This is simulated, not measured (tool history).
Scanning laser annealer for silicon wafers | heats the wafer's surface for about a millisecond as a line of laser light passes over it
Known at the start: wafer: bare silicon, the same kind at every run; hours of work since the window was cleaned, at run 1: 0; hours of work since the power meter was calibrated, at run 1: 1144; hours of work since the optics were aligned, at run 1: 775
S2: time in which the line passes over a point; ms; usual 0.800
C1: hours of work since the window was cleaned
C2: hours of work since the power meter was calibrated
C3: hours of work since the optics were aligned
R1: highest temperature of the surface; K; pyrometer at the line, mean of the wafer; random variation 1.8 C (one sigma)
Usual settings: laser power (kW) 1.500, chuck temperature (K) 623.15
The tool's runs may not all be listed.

Run 1, hour 0.0: usual settings; C1 0; C2 1144; C3 775. Result: R1 1320.15 K.
Run 2, hour 79.8: usual settings; C1 56; C2 1200; C3 830. Result: R1 1316.15 K.
Run 3, hour 148.5: usual settings; C1 103; C2 1247; C3 878. Result: R1 1315.15 K.
Run 4, hour 237.6: usual settings but laser power (kW) 1.423; C1 165; C2 1309; C3 940. Result: R1 1276.15 K.
Run 5, hour 334.1: usual settings but S2 0.720 ms; C1 233; C2 1377; C3 1007. Result: R1 1269.15 K.
Run 6, hour 384.0: usual settings but S2 0.720 ms; C1 267; C2 1411; C3 1042. Result: R1 1271.15 K.
At hour 393.7: laser's power meter calibrated.
Run 7, hour 455.5: usual settings but S2 0.720 ms; C1 315; C2 43; C3 1090. Result: R1 1268.15 K.
Run 8, hour 529.9: usual settings but S2 0.720 ms; C1 367; C2 95; C3 1142. Result: R1 1262.15 K.
Run 9, hour 598.4: usual settings but laser power (kW) 1.575; C1 415; C2 143; C3 1189. Result: R1 1334.15 K.
Run 10, hour 688.4: usual settings but laser power (kW) 1.575, chuck temperature (K) 649.15; C1 477; C2 205; C3 1252. Result: R1 1358.15 K.
At hour 733.0: laser's power meter calibrated, once more.
Run 11, hour 762.7: usual settings but S2 0.615 ms; C1 527; C2 21; C3 1302. Result: R1 1208.15 K.
Run 12, hour 841.5: usual settings but S2 0.990 ms; C1 582; C2 76; C3 1356. Result: R1 1396.15 K.
Run 13, hour 929.4: usual settings but laser power (kW) 1.409, S2 0.625 ms, chuck temperature (K) 624.15; C1 643; C2 137; C3 1418. Result: R1 1180.15 K.
At hour 954.2: optics aligned, line set to its width.
Run 14, hour 1014.0: usual settings but laser power (kW) 1.482, S2 0.625 ms, chuck temperature (K) 636.15; C1 698; C2 192; C3 42. Result: R1 1226.15 K.
At hour 1093.3: window over the wafer cleaned.
Run 15, hour 1093.3: usual settings but laser power (kW) 1.482, S2 0.625 ms, chuck temperature (K) 636.15; C1 0; C2 246; C3 95. Result: R1 1235.15 K.
Run 16, hour 1159.6: usual settings but laser power (kW) 1.619, chuck temperature (K) 627.15; C1 46; C2 292; C3 142. Result: R1 1379.15 K.
Run 17, hour 1210.8: usual settings but laser power (kW) 1.565, S2 0.571 ms, chuck temperature (K) 645.15; C1 82; C2 328; C3 177. Result: R1 1243.15 K.
Run 18, hour 1256.3: usual settings but chuck temperature (K) 624.15; C1 114; C2 360; C3 209. Result: R1 1322.15 K.
Run 19, hour 1297.4: usual settings but laser power (kW) 1.352, chuck temperature (K) 597.15; C1 142; C2 388; C3 238. Result: R1 1228.15 K.
Run 20, hour 1347.5: usual settings but laser power (kW) 1.352, chuck temperature (K) 597.15; C1 177; C2 423; C3 273. Result: R1 1230.15 K.

4 ways to go on from here, each from the tool as it stands after run 20. What would each give?
Run A, hour 1409.3: usual settings but chuck temperature (K) 639.15; C1 220; C2 466; C3 316. Result: R1 ?.
Run B, hour 1409.3: usual settings but laser power (kW) 1.287, S2 0.767 ms, chuck temperature (K) 658.15; C1 220; C2 466; C3 316. Result: R1 ?.
Run C, hour 1409.3: usual settings but S2 0.791 ms, chuck temperature (K) 655.15; C1 220; C2 466; C3 316. Result: R1 ?.
Run D, hour 1409.3: usual settings but chuck temperature (K) 601.15; C1 220; C2 466; C3 316. Result: R1 ?.

run       R1
  A  1338.15
  B  1244.15
  C  1344.15
  D  1293.15
Without the tool's hidden state the same runs would have given:
run       R1
  A  1349.15
  B  1252.15
  C  1354.15
  D  1303.15

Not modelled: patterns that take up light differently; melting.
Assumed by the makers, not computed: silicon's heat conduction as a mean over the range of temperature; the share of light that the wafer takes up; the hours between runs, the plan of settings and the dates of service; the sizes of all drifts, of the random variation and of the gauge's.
